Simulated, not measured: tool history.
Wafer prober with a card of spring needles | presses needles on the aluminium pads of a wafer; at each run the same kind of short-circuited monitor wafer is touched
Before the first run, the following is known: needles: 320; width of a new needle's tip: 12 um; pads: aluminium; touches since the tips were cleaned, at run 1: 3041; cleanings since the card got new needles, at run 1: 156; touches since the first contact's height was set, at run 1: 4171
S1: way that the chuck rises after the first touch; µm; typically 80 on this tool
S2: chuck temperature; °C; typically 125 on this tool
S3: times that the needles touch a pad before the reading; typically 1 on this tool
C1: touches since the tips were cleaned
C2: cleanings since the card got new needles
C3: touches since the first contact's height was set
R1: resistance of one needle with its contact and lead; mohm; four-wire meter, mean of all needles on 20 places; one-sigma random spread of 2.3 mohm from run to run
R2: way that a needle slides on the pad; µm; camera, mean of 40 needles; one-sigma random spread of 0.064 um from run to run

run,day,S1,S2,S3,C1,C2,C3,R1,R2
1,0.000,80,125,1,3041,156,4171,347,19.66
# day 0.192: tips cleaned on abrasive film
# day 0.658: tips cleaned on abrasive film
2,0.988,80,125,1,3987,158,15973,361,19.68
# day 1.083: tips cleaned on abrasive film
# day 1.525: tips cleaned on abrasive film
# day 1.992: tips cleaned on abrasive film
3,2.000,80,125,1,103,161,28025,280,19.57
# day 2.379: tips cleaned on abrasive film
# day 2.833: tips cleaned on abrasive film
# day 3.304: tips cleaned on abrasive film
4,3.608,80,125,1,3678,164,47290,364,19.51
# day 3.708: tips cleaned on abrasive film
# day 4.162: tips cleaned on abrasive film
# day 4.621: tips cleaned on abrasive film
# day 5.000: tips cleaned on abrasive film
5,5.254,80,125,1,3057,168,66920,353,19.40
# day 5.446: tips cleaned on abrasive film
# day 5.904: tips cleaned on abrasive film
# day 6.371: tips cleaned on abrasive film
6,6.721,80,125,1,4227,171,84460,373,19.39
# day 6.821: tips cleaned on abrasive film
# day 7.275: tips cleaned on abrasive film
# day 7.654: tips cleaned on abrasive film
# day 8.121: tips cleaned on abrasive film
7,8.162,80,125,1,507,175,101663,290,19.24
# day 8.542: tips cleaned on abrasive film
# day 8.983: tips cleaned on abrasive film
8,9.162,80,125,1,2136,177,113580,348,19.22
# day 9.438: tips cleaned on abrasive film
# day 9.817: tips cleaned on abrasive film
# day 10.271: tips cleaned on abrasive film
9,10.471,80,44,1,2403,180,129224,351,19.12
# day 10.662: tips cleaned on abrasive film
# day 10.954: height of the first contact set anew
# day 11.054: tips cleaned on abrasive film
# day 11.500: tips cleaned on abrasive film
# day 11.958: tips cleaned on abrasive film
10,12.029,80,44,1,856,184,12807,291,19.63
# day 12.408: tips cleaned on abrasive film
# day 12.862: tips cleaned on abrasive film
11,12.871,80,44,1,143,186,22860,258,19.55
# day 13.246: tips cleaned on abrasive film
# day 13.717: tips cleaned on abrasive film
# day 14.175: tips cleaned on abrasive film
12,14.454,80,125,1,3378,189,41798,363,19.54
# day 14.646: tips cleaned on abrasive film
# day 15.117: tips cleaned on abrasive film
# day 15.567: tips cleaned on abrasive film
13,15.938,99,125,1,4490,192,59518,337,24.08
# day 16.038: tips cleaned on abrasive film
# day 16.508: tips cleaned on abrasive film
14,16.817,80,125,1,3733,194,70035,372,19.45
# day 16.912: tips cleaned on abrasive film
# day 17.362: tips cleaned on abrasive film
# day 17.838: tips cleaned on abrasive film
# day 18.271: tips cleaned on abrasive film
15,18.271,80,125,1,0,198,87322,271,19.28
# day 18.700: tips cleaned on abrasive film
# day 19.079: tips cleaned on abrasive film
16,19.388,70,125,2,3686,200,100690,352,16.85
# day 19.483: tips cleaned on abrasive film
# day 19.862: tips cleaned on abrasive film
17,20.167,70,71,2,3650,202,109991,348,16.70
# day 20.262: tips cleaned on abrasive film
# day 20.717: tips cleaned on abrasive film
# day 21.188: tips cleaned on abrasive film
# day 21.642: tips cleaned on abrasive film
18,21.779,84,33,1,1683,206,129268,333,20.20
# day 22.046: tips cleaned on abrasive film
# day 22.246: height of the first contact set anew
# day 22.529: tips cleaned on abrasive film
# day 22.996: tips cleaned on abrasive film
19,23.296,80,111,2,3596,209,12547,326,19.59
# day 23.392: tips cleaned on abrasive film
# day 23.771: tips cleaned on abrasive film
# day 24.225: tips cleaned on abrasive film
# day 24.604: tips cleaned on abrasive film
20,24.692,97,111,2,1077,213,29198,277,23.90
# day 25.071: tips cleaned on abrasive film
# day 25.529: tips cleaned on abrasive film
# day 25.988: tips cleaned on abrasive film
21,26.162,68,69,2,2091,216,46752,330,16.56
# day 26.429: tips cleaned on abrasive film
# day 26.883: tips cleaned on abrasive film
# day 27.296: tips cleaned on abrasive film
22,27.296,96,106,2,0,219,60302,264,23.37
# day 27.750: tips cleaned on abrasive film
23,28.000,99,27,2,3009,220,68732,289,24.21
# day 28.192: tips cleaned on abrasive film
# day 28.658: tips cleaned on abrasive film
24,28.817,71,112,3,1870,222,78462,307,17.03
# day 29.100: tips cleaned on abrasive film
# day 29.575: tips cleaned on abrasive film
25,29.829,71,112,3,3057,224,90564,315,17.09
# day 30.000: tips cleaned on abrasive film
# day 30.417: tips cleaned on abrasive film
# day 30.883: tips cleaned on abrasive film
26,30.892,80,53,1,88,227,103243,271,19.22
# day 31.271: tips cleaned on abrasive film
# day 31.721: tips cleaned on abrasive film
27,31.779,80,34,1,672,229,113830,294,19.21

A few steps of R1 between consecutive runs. Split each: what settings, incoming material and random variation would produce without the hidden state, and what is left over for the hidden state, along with gauge scatter present in only one of the two compared results (measured, and without hidden state):
Hidden state present: debris on the tips, nm; way that the needles fall short of the set height, um; tips' diameter, um; drift of the gauge itself on contact_mohm, %; drift of the gauge itself on scrub_um, %.
Run 2 -> 3: tips cleaned on abrasive film, tips cleaned on abrasive film, tips cleaned on abrasive film. R1 -81 mohm: hidden state -85, all else +4.
Run 11 -> 12: S2 44 -> 125, tips cleaned on abrasive film, tips cleaned on abrasive film, tips cleaned on abrasive film. R1 +105 mohm: hidden state +81, all else +24.
Run 14 -> 15: tips cleaned on abrasive film, tips cleaned on abrasive film, tips cleaned on abrasive film, tips cleaned on abrasive film. R1 -101 mohm: hidden state -99, all else -2.

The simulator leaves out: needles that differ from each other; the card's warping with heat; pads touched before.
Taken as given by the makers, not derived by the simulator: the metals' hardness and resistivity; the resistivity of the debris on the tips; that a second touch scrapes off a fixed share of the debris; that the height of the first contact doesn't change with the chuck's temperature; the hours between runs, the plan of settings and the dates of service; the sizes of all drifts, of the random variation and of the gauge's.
